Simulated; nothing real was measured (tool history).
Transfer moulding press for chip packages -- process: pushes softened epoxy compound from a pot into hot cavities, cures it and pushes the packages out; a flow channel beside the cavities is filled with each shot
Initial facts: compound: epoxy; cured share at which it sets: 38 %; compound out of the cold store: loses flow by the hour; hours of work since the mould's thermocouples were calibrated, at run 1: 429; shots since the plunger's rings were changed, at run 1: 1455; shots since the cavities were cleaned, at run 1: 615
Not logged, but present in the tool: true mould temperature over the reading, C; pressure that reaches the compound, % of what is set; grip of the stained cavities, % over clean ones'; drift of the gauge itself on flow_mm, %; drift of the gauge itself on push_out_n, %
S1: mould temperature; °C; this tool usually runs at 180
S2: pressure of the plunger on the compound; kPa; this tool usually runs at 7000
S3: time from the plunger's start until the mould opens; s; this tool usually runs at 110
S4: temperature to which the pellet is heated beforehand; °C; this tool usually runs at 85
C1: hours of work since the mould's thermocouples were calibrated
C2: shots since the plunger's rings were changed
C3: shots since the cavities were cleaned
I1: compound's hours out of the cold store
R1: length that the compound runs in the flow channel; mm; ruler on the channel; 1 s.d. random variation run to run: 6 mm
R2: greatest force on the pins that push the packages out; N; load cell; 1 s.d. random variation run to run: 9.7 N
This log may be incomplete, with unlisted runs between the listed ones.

Run 1, day 0: usual settings; C1 429; C2 1455; C3 615; I1 32.1. Result: R1 618 mm, R2 715 N.
Run 2, day 0.825: usual settings; C1 442; C2 1698; C3 858; I1 14.5. Result: R1 676 mm, R2 760 N.
Run 3, day 1.688: usual settings; C1 457; C2 1952; C3 1112; I1 30.1. Result: R1 625 mm, R2 736 N.
At day 1.829: cavities cleaned with cleaning compound and waxed.
Run 4, day 2.367: usual settings but S4 92 °C; C1 467; C2 2134; C3 159; I1 29.8. Result: R1 634 mm, R2 556 N.
Run 5, day 3.104: usual settings but S4 92 °C; C1 479; C2 2350; C3 375; I1 45.9. Result: R1 590 mm, R2 594 N.
Run 6, day 3.721: usual settings; C1 489; C2 2532; C3 557; I1 11.5. Result: R1 659 mm, R2 668 N.
Run 7, day 4.342: usual settings; C1 499; C2 2714; C3 739; I1 28.2. Result: R1 620 mm, R2 715 N.
Run 8, day 4.771: usual settings but S3 90 s; C1 506; C2 2841; C3 866; I1 10.3. Result: R1 665 mm, R2 1173 N.
Run 9, day 5.517: usual settings but S1 185 °C; C1 518; C2 3061; C3 1086; I1 36.7. Result: R1 591 mm, R2 630 N.
At day 5.7: cavities cleaned with cleaning compound and waxed.
Run 10, day 6.075: usual settings; C1 526; C2 3207; C3 110; I1 21.8. Result: R1 628 mm, R2 519 N.
Run 11, day 6.775: usual settings but S2 8030 kPa; C1 537; C2 3413; C3 316; I1 19.3. Result: R1 677 mm, R2 615 N.
Run 12, day 7.167: usual settings but S2 8030 kPa; C1 544; C2 3528; C3 431; I1 22.4. Result: R1 665 mm, R2 660 N.
Run 13, day 8.067: usual settings but S2 8030 kPa; C1 559; C2 3793; C3 696; I1 40. Result: R1 631 mm, R2 684 N.
Run 14, day 8.808: usual settings; C1 571; C2 4012; C3 915; I1 39.3. Result: R1 592 mm, R2 715 N.
At day 9.612: cavities cleaned with cleaning compound and waxed.
Run 15, day 9.738: usual settings but S1 185 °C, S2 8710 kPa, S3 132 s, S4 87 °C; C1 585; C2 4267; C3 37; I1 40.9. Result: R1 637 mm, R2 357 N.
Run 16, day 10.3: usual settings but S4 80 °C; C1 594; C2 4433; C3 203; I1 35.2. Result: R1 581 mm, R2 566 N.
Run 17, day 10.904: usual settings but S1 182 °C, S2 5610 kPa, S3 123 s; C1 604; C2 4610; C3 380; I1 14.7. Result: R1 571 mm, R2 532 N.
Run 18, day 11.321: usual settings but S1 174 °C, S2 6010 kPa, S3 141 s, S4 88 °C; C1 611; C2 4733; C3 503; I1 37.6. Result: R1 548 mm, R2 596 N.
At day 11.696: plunger's sealing rings changed.
Run 19, day 11.975: usual settings but S1 174 °C, S2 6010 kPa, S3 141 s, S4 88 °C; C1 620; C2 82; C3 665; I1 31.8. Result: R1 597 mm, R2 612 N.
Run 20, day 12.554: usual settings but S2 5590 kPa; C1 629; C2 253; C3 836; I1 31.4. Result: R1 583 mm, R2 761 N.
Run 21, day 13.258: usual settings but S2 5590 kPa; C1 640; C2 459; C3 1042; I1 46.2. Result: R1 537 mm, R2 706 N.
At day 13.638: cavities cleaned with cleaning compound and waxed.
Run 22, day 13.746: usual settings but S2 5590 kPa; C1 647; C2 585; C3 32; I1 20.7. Result: R1 596 mm, R2 465 N.
Run 23, day 14.45: usual settings but S2 5860 kPa, S3 130 s, S4 90 °C; C1 659; C2 792; C3 239; I1 36.2. Result: R1 561 mm, R2 476 N.
Run 24, day 15.3: usual settings but S1 178 °C, S2 8780 kPa, S3 111 s, S4 76 °C; C1 673; C2 1042; C3 489; I1 28.7. Result: R1 729 mm, R2 711 N.
Run 25, day 15.779: usual settings but S1 178 °C, S2 8780 kPa, S3 111 s, S4 76 °C; C1 681; C2 1184; C3 631; I1 41.3. Result: R1 687 mm, R2 726 N.
Run 26, day 16.542: usual settings but S1 178 °C, S2 8780 kPa, S3 121 s, S4 75 °C; C1 693; C2 1408; C3 855; I1 18.9. Result: R1 754 mm, R2 707 N.
Run 27, day 17.212: usual settings but S1 178 °C, S2 8780 kPa, S3 121 s, S4 75 °C; C1 704; C2 1605; C3 1052; I1 24.3. Result: R1 726 mm, R2 721 N.
At day 17.517: cavities cleaned with cleaning compound and waxed.
Run 28, day 17.896: usual settings but S1 187 °C, S2 8780 kPa, S3 121 s, S4 75 °C; C1 714; C2 1788; C3 112; I1 41.7. Result: R1 663 mm, R2 406 N.

Hidden condition of the tool, last listed run before each entry between runs versus first listed run after:
Logged between run 3 and run 4: cavities cleaned with cleaning compound and waxed (day 1.829)
  true mould temperature over the reading, C: 0.6 -> 0.61; pressure that reaches the compound, % of what is set: 93.13 -> 92.47; grip of the stained cavities, % over clean ones': 73.2 -> 26.1
  measured value less the no-hidden-state value, R1: -24 -> -26 mm; R2: +301 -> +104 N
Logged between run 9 and run 10: cavities cleaned with cleaning compound and waxed (day 5.7)
  true mould temperature over the reading, C: 0.66 -> 0.67; pressure that reaches the compound, % of what is set: 89.01 -> 88.49; grip of the stained cavities, % over clean ones': 72.4 -> 19.8
  measured value less the no-hidden-state value, R1: -36 -> -40 mm; R2: +261 -> +73 N
Logged between run 14 and run 15: cavities cleaned with cleaning compound and waxed (day 9.612)
  true mould temperature over the reading, C: 0.71 -> 0.72; pressure that reaches the compound, % of what is set: 85.72 -> 84.82; grip of the stained cavities, % over clean ones': 70.4 -> 8.8
  measured value less the no-hidden-state value, R1: -48 -> -56 mm; R2: +280 -> +28 N
Logged between run 18 and run 19: plunger's sealing rings changed (day 11.696)
  true mould temperature over the reading, C: 0.75 -> 0.76; pressure that reaches the compound, % of what is set: 83.11 -> 99.47; grip of the stained cavities, % over clean ones': 55.9 -> 62.8
  measured value less the no-hidden-state value, R1: -54 -> -3 mm; R2: +206 -> +229 N
Logged between run 21 and run 22: cavities cleaned with cleaning compound and waxed (day 13.638)
  pressure that reaches the compound, % of what is set: 98.13 -> 97.64; grip of the stained cavities, % over clean ones': 72.3 -> 5.9
  measured value less the no-hidden-state value, R1: -6 -> -8 mm; R2: +286 -> +11 N
Logged between run 27 and run 28: cavities cleaned with cleaning compound and waxed (day 17.517)
  true mould temperature over the reading, C: 0.84 -> 0.85; pressure that reaches the compound, % of what is set: 93.96 -> 93.29; grip of the stained cavities, % over clean ones': 72.5 -> 18.5
  measured value less the no-hidden-state value, R1: -24 -> -25 mm; R2: +288 -> +62 N
